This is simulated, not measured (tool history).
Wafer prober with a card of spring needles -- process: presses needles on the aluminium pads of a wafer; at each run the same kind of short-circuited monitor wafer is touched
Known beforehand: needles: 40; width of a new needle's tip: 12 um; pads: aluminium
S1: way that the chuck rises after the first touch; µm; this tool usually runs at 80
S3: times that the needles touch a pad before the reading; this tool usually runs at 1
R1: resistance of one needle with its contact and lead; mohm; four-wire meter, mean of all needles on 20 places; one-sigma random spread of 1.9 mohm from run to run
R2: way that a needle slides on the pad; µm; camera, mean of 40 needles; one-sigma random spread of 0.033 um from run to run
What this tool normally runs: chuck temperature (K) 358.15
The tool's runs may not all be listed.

Run 1, hour 0: usual settings. Result: R1 217 mohm, R2 18.42 µm.
At hour 11.8: tips cleaned on abrasive film.
Run 2, hour 21.3: usual settings. Result: R1 230 mohm, R2 18.3 µm.
At hour 23.8: height of the first contact set anew.
At hour 43.5: tips cleaned on abrasive film.
Run 3, hour 54.5: usual settings but chuck temperature (K) 376.15. Result: R1 217 mohm, R2 18.9 µm.
At hour 74.6: tips cleaned on abrasive film.
Run 4, hour 81.7: usual settings. Result: R1 210 mohm, R2 18.82 µm.
At hour 89.7: tips cleaned on abrasive film, once more.
Run 5, hour 113.7: usual settings but S1 77 µm. Result: R1 221 mohm, R2 18.2 µm.
At hour 121.6: tips cleaned on abrasive film.
At hour 151.7: tips cleaned on abrasive film.
Run 6, hour 156.1: usual settings but S1 77 µm. Result: R1 207 mohm, R2 18.13 µm.
At hour 181.9: tips cleaned on abrasive film.
Run 7, hour 196.7: usual settings but S1 77 µm. Result: R1 216 mohm, R2 18.07 µm.
At hour 211.3: tips cleaned on abrasive film.
Run 8, hour 218.1: usual settings but S1 77 µm. Result: R1 212 mohm, R2 18.16 µm.
Run 9, hour 238.2: usual settings but S1 77 µm. Result: R1 222 mohm, R2 18.09 µm.
At hour 242: tips cleaned on abrasive film.
Run 10, hour 261.3: usual settings but S1 77 µm. Result: R1 219 mohm, R2 18.11 µm.
At hour 271.8: tips cleaned on abrasive film.
At hour 300.7: tips cleaned on abrasive film.
Run 11, hour 305.7: usual settings but S1 77 µm. Result: R1 210 mohm, R2 18.07 µm.
At hour 332.1: tips cleaned on abrasive film.
Run 12, hour 349.6: usual settings but S1 77 µm. Result: R1 214 mohm, R2 18.05 µm.
At hour 361.4: tips cleaned on abrasive film.
Run 13, hour 381.6: usual settings but S1 73 µm. Result: R1 219 mohm, R2 17.12 µm.
At hour 391.9: tips cleaned on abrasive film.
Run 14, hour 415.1: usual settings but S1 97 µm. Result: R1 214 mohm, R2 22.78 µm.
At hour 420.4: tips cleaned on abrasive film.
Run 15, hour 447.1: usual settings but S1 82 µm. Result: R1 217 mohm, R2 19.21 µm.
At hour 450.8: tips cleaned on abrasive film.
At hour 480.7: tips cleaned on abrasive film.
Run 16, hour 485.5: usual settings but S1 82 µm. Result: R1 208 mohm, R2 19.15 µm.
Run 17, hour 508: usual settings but S1 82 µm. Result: R1 222 mohm, R2 19.22 µm.
At hour 511.6: tips cleaned on abrasive film.
Run 18, hour 536: usual settings but S1 82 µm, chuck temperature (K) 299.15. Result: R1 211 mohm, R2 19.17 µm.
At hour 541.5: tips cleaned on abrasive film.
Run 19, hour 561.7: usual settings but S1 82 µm, chuck temperature (K) 299.15. Result: R1 202 mohm, R2 19.15 µm.
At hour 571: tips cleaned on abrasive film.
Run 20, hour 595.1: usual settings but S1 82 µm, chuck temperature (K) 299.15. Result: R1 205 mohm, R2 19.08 µm.
At hour 602.5: tips cleaned on abrasive film.
Run 21, hour 616: usual settings but S1 82 µm, chuck temperature (K) 299.15, S3 3. Result: R1 194 mohm, R2 19.09 µm.
At hour 631.7: tips cleaned on abrasive film.
Run 22, hour 653.3: usual settings but S1 82 µm, chuck temperature (K) 299.15, S3 3. Result: R1 196 mohm, R2 19.02 µm.
At hour 661.8: tips cleaned on abrasive film.
Run 23, hour 672.7: usual settings but S1 82 µm, chuck temperature (K) 363.15, S3 2. Result: R1 209 mohm, R2 19.11 µm.
At hour 691.4: tips cleaned on abrasive film.
Run 24, hour 710.1: usual settings but S1 82 µm, chuck temperature (K) 305.15, S3 2. Result: R1 199 mohm, R2 19.07 µm.
At hour 720.1: tips cleaned on abrasive film.
Run 25, hour 740.1: usual settings but S1 81 µm, chuck temperature (K) 305.15, S3 2. Result: R1 200 mohm, R2 18.85 µm.
At hour 751.9: tips cleaned on abrasive film.
Run 26, hour 770.8: usual settings but S1 81 µm, chuck temperature (K) 305.15, S3 2. Result: R1 199 mohm, R2 18.85 µm.
At hour 782.4: tips cleaned on abrasive film.
Run 27, hour 790.2: usual settings but S1 81 µm, chuck temperature (K) 305.15, S3 2. Result: R1 200 mohm, R2 18.75 µm.
At hour 811.9: tips cleaned on abrasive film.
Run 28, hour 811.9: usual settings but S1 81 µm, chuck temperature (K) 305.15, S3 2. Result: R1 189 mohm, R2 18.75 µm.
At hour 840.3: tips cleaned on abrasive film.
Run 29, hour 855.9: usual settings but S1 63 µm, chuck temperature (K) 307.15, S3 2. Result: R1 209 mohm, R2 14.53 µm.
At hour 869: tips cleaned on abrasive film.
Run 30, hour 876: usual settings but S3 2. Result: R1 205 mohm, R2 18.5 µm.
At hour 900.5: tips cleaned on abrasive film.
Run 31, hour 905.2: usual settings but S1 74 µm, chuck temperature (K) 316.15, S3 2. Result: R1 199 mohm, R2 17.05 µm.
At hour 932.5: tips cleaned on abrasive film.
Run 32, hour 949.5: usual settings but S1 74 µm, chuck temperature (K) 316.15, S3 2. Result: R1 204 mohm, R2 17.08 µm.
At hour 962.1: tips cleaned on abrasive film.
Run 33, hour 983.3: usual settings but S1 68 µm, chuck temperature (K) 351.15, S3 3. Result: R1 209 mohm, R2 15.61 µm.

3 ways to go on from here, each from the tool as it stands after run 33. What would each give?
At hour 991.9: tips cleaned on abrasive film.
At hour 1022.8: tips cleaned on abrasive film.
Run A, hour 1027.6: usual settings but chuck temperature (K) 336.15. Result: R1 ?, R2 ?.
At hour 991.9: tips cleaned on abrasive film.
At hour 1022.8: tips cleaned on abrasive film.
Run B, hour 1027.6: usual settings but S1 98 µm, chuck temperature (K) 319.15. Result: R1 ?, R2 ?.
At hour 991.9: tips cleaned on abrasive film.
At hour 1022.8: tips cleaned on abrasive film.
Run C, hour 1027.6: usual settings but S1 89 µm, chuck temperature (K) 301.15. Result: R1 ?, R2 ?.

run   R1     R2
  A  202  18.38
  B  194  22.74
  C  195  20.65
With the hidden condition removed and each run's random variation left untouched, the same runs would have given:
run   R1     R2
  A  194  18.86
  B  190  23.22
  C  188  21.13

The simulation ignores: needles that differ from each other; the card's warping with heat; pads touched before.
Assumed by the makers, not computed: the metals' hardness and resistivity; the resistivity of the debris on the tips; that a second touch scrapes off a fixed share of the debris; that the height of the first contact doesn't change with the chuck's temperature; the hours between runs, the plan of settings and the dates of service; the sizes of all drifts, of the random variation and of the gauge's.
